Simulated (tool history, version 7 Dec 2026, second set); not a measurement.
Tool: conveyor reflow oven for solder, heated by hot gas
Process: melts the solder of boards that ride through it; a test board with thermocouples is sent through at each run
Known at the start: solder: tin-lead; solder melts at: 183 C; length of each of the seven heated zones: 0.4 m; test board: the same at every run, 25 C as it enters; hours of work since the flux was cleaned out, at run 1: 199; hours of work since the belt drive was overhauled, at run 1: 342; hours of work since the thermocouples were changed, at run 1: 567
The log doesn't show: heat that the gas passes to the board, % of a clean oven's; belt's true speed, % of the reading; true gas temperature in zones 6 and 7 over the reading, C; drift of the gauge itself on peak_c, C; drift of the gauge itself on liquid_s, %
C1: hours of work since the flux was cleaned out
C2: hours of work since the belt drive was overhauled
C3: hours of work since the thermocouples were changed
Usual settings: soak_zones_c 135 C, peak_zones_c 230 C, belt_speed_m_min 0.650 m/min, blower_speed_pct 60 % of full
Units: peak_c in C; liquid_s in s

{"run": 1, "hour": 0.0, "soak_zones_c": 135, "peak_zones_c": 230, "belt_speed_m_min": 0.65, "blower_speed_pct": 60, "C1": 199, "C2": 342, "C3": 567, "peak_c": 213.9, "liquid_s": 51.8}
{"run": 2, "hour": 36.4, "soak_zones_c": 135, "peak_zones_c": 230, "belt_speed_m_min": 0.65, "blower_speed_pct": 60, "C1": 220, "C2": 363, "C3": 588, "peak_c": 213.5, "liquid_s": 51.7}
{"run": 3, "hour": 64.7, "soak_zones_c": 135, "peak_zones_c": 230, "belt_speed_m_min": 0.65, "blower_speed_pct": 60, "C1": 236, "C2": 380, "C3": 604, "peak_c": 214.0, "liquid_s": 52.0}
{"run": 4, "hour": 103.3, "soak_zones_c": 135, "peak_zones_c": 230, "belt_speed_m_min": 0.664, "blower_speed_pct": 60, "C1": 258, "C2": 402, "C3": 627, "peak_c": 212.8, "liquid_s": 49.9}
{"run": 5, "hour": 138.9, "soak_zones_c": 135, "peak_zones_c": 230, "belt_speed_m_min": 0.65, "blower_speed_pct": 51, "C1": 279, "C2": 422, "C3": 647, "peak_c": 211.7, "liquid_s": 49.1}
{"run": 6, "hour": 197.0, "soak_zones_c": 135, "peak_zones_c": 230, "belt_speed_m_min": 0.648, "blower_speed_pct": 60, "C1": 312, "C2": 456, "C3": 680, "peak_c": 213.5, "liquid_s": 51.7}
{"run": 7, "hour": 243.1, "soak_zones_c": 135, "peak_zones_c": 230, "belt_speed_m_min": 0.65, "blower_speed_pct": 60, "C1": 339, "C2": 482, "C3": 707, "peak_c": 213.8, "liquid_s": 51.5}
{"hour": 269.3, "done": "flux residue cleaned out of gas plates and filters"}
{"hour": 302.0, "done": "thermocouples of zones 6 and 7 changed"}
{"run": 8, "hour": 308.5, "soak_zones_c": 135, "peak_zones_c": 230, "belt_speed_m_min": 0.65, "blower_speed_pct": 60, "C1": 21, "C2": 516, "C3": 4, "peak_c": 213.7, "liquid_s": 50.9}
{"run": 9, "hour": 333.6, "soak_zones_c": 135, "peak_zones_c": 230, "belt_speed_m_min": 0.65, "blower_speed_pct": 60, "C1": 36, "C2": 530, "C3": 18, "peak_c": 214.0, "liquid_s": 51.9}
{"run": 10, "hour": 378.8, "soak_zones_c": 135, "peak_zones_c": 230, "belt_speed_m_min": 0.65, "blower_speed_pct": 60, "C1": 62, "C2": 556, "C3": 44, "peak_c": 213.6, "liquid_s": 51.2}
{"run": 11, "hour": 430.7, "soak_zones_c": 135, "peak_zones_c": 230, "belt_speed_m_min": 0.553, "blower_speed_pct": 60, "C1": 92, "C2": 586, "C3": 74, "peak_c": 218.4, "liquid_s": 66.2}
{"run": 12, "hour": 485.7, "soak_zones_c": 135, "peak_zones_c": 230, "belt_speed_m_min": 0.65, "blower_speed_pct": 60, "C1": 123, "C2": 618, "C3": 106, "peak_c": 213.6, "liquid_s": 51.3}
{"run": 13, "hour": 511.8, "soak_zones_c": 135, "peak_zones_c": 230, "belt_speed_m_min": 0.65, "blower_speed_pct": 60, "C1": 138, "C2": 633, "C3": 121, "peak_c": 213.8, "liquid_s": 51.6}
{"run": 14, "hour": 566.0, "soak_zones_c": 135, "peak_zones_c": 230, "belt_speed_m_min": 0.65, "blower_speed_pct": 60, "C1": 169, "C2": 664, "C3": 152, "peak_c": 213.4, "liquid_s": 51.3}
{"run": 15, "hour": 609.3, "soak_zones_c": 135, "peak_zones_c": 230, "belt_speed_m_min": 0.65, "blower_speed_pct": 60, "C1": 194, "C2": 689, "C3": 177, "peak_c": 213.4, "liquid_s": 51.5}
{"run": 16, "hour": 637.0, "soak_zones_c": 135, "peak_zones_c": 234, "belt_speed_m_min": 0.65, "blower_speed_pct": 60, "C1": 210, "C2": 704, "C3": 192, "peak_c": 217.4, "liquid_s": 54.4}
{"run": 17, "hour": 662.1, "soak_zones_c": 135, "peak_zones_c": 236, "belt_speed_m_min": 0.65, "blower_speed_pct": 51, "C1": 225, "C2": 719, "C3": 207, "peak_c": 216.9, "liquid_s": 53.7}
{"run": 18, "hour": 699.6, "soak_zones_c": 135, "peak_zones_c": 236, "belt_speed_m_min": 0.65, "blower_speed_pct": 51, "C1": 246, "C2": 740, "C3": 228, "peak_c": 216.9, "liquid_s": 53.0}
{"run": 19, "hour": 733.9, "soak_zones_c": 135, "peak_zones_c": 226, "belt_speed_m_min": 0.737, "blower_speed_pct": 60, "C1": 266, "C2": 760, "C3": 248, "peak_c": 206.2, "liquid_s": 38.4}
{"run": 20, "hour": 759.4, "soak_zones_c": 135, "peak_zones_c": 226, "belt_speed_m_min": 0.65, "blower_speed_pct": 60, "C1": 281, "C2": 775, "C3": 263, "peak_c": 209.9, "liquid_s": 48.8}
{"run": 21, "hour": 811.9, "soak_zones_c": 135, "peak_zones_c": 225, "belt_speed_m_min": 0.65, "blower_speed_pct": 60, "C1": 311, "C2": 805, "C3": 293, "peak_c": 209.3, "liquid_s": 47.8}
{"run": 22, "hour": 837.7, "soak_zones_c": 142, "peak_zones_c": 230, "belt_speed_m_min": 0.533, "blower_speed_pct": 82, "C1": 326, "C2": 820, "C3": 308, "peak_c": 222.3, "liquid_s": 75.2}
{"hour": 891.1, "done": "flux residue cleaned out of gas plates and filters"}
{"run": 23, "hour": 900.5, "soak_zones_c": 140, "peak_zones_c": 230, "belt_speed_m_min": 0.733, "blower_speed_pct": 60, "C1": 5, "C2": 853, "C3": 341, "peak_c": 210.9, "liquid_s": 44.1}
{"run": 24, "hour": 956.7, "soak_zones_c": 140, "peak_zones_c": 230, "belt_speed_m_min": 0.733, "blower_speed_pct": 60, "C1": 38, "C2": 885, "C3": 373, "peak_c": 210.5, "liquid_s": 44.4}
{"run": 25, "hour": 981.5, "soak_zones_c": 141, "peak_zones_c": 227, "belt_speed_m_min": 0.733, "blower_speed_pct": 60, "C1": 52, "C2": 900, "C3": 388, "peak_c": 208.6, "liquid_s": 42.7}
{"run": 26, "hour": 1028.4, "soak_zones_c": 141, "peak_zones_c": 227, "belt_speed_m_min": 0.66, "blower_speed_pct": 60, "C1": 79, "C2": 927, "C3": 415, "peak_c": 211.6, "liquid_s": 51.1}
{"run": 27, "hour": 1072.2, "soak_zones_c": 141, "peak_zones_c": 227, "belt_speed_m_min": 0.66, "blower_speed_pct": 60, "C1": 104, "C2": 952, "C3": 440, "peak_c": 212.3, "liquid_s": 51.1}
{"run": 28, "hour": 1097.0, "soak_zones_c": 141, "peak_zones_c": 227, "belt_speed_m_min": 0.66, "blower_speed_pct": 60, "C1": 118, "C2": 966, "C3": 454, "peak_c": 212.0, "liquid_s": 50.9}
{"run": 29, "hour": 1126.4, "soak_zones_c": 142, "peak_zones_c": 227, "belt_speed_m_min": 0.66, "blower_speed_pct": 60, "C1": 135, "C2": 983, "C3": 471, "peak_c": 211.9, "liquid_s": 52.0}
{"hour": 1135.3, "done": "belt drive overhauled, speed set with a stopwatch"}
{"run": 30, "hour": 1175.1, "soak_zones_c": 142, "peak_zones_c": 229, "belt_speed_m_min": 0.527, "blower_speed_pct": 60, "C1": 161, "C2": 23, "C3": 497, "peak_c": 219.7, "liquid_s": 73.5}
{"run": 31, "hour": 1199.0, "soak_zones_c": 127, "peak_zones_c": 230, "belt_speed_m_min": 0.65, "blower_speed_pct": 60, "C1": 175, "C2": 37, "C3": 510, "peak_c": 212.0, "liquid_s": 47.4}

Forecast each of these 3 alternatives for the next run:
{"run": "A", "hour": 1234.9, "soak_zones_c": 125, "peak_zones_c": 230, "belt_speed_m_min": 0.65, "blower_speed_pct": 77, "C1": 195, "C2": 57, "C3": 531, "peak_c": "?", "liquid_s": "?"}
{"run": "B", "hour": 1234.9, "soak_zones_c": 127, "peak_zones_c": 230, "belt_speed_m_min": 0.65, "blower_speed_pct": 85, "C1": 195, "C2": 57, "C3": 531, "peak_c": "?", "liquid_s": "?"}
{"run": "C", "hour": 1234.9, "soak_zones_c": 130, "peak_zones_c": 238, "belt_speed_m_min": 0.65, "blower_speed_pct": 73, "C1": 195, "C2": 57, "C3": 531, "peak_c": "?", "liquid_s": "?"}

run=A peak_c=215.2 liquid_s=50.1
run=B peak_c=216.4 liquid_s=51.7
run=C peak_c=222.2 liquid_s=56.7
Without the tool's hidden state the same runs would have given:
run=A peak_c=215.2 liquid_s=50.1
run=B peak_c=216.4 liquid_s=51.7
run=C peak_c=222.2 liquid_s=56.8

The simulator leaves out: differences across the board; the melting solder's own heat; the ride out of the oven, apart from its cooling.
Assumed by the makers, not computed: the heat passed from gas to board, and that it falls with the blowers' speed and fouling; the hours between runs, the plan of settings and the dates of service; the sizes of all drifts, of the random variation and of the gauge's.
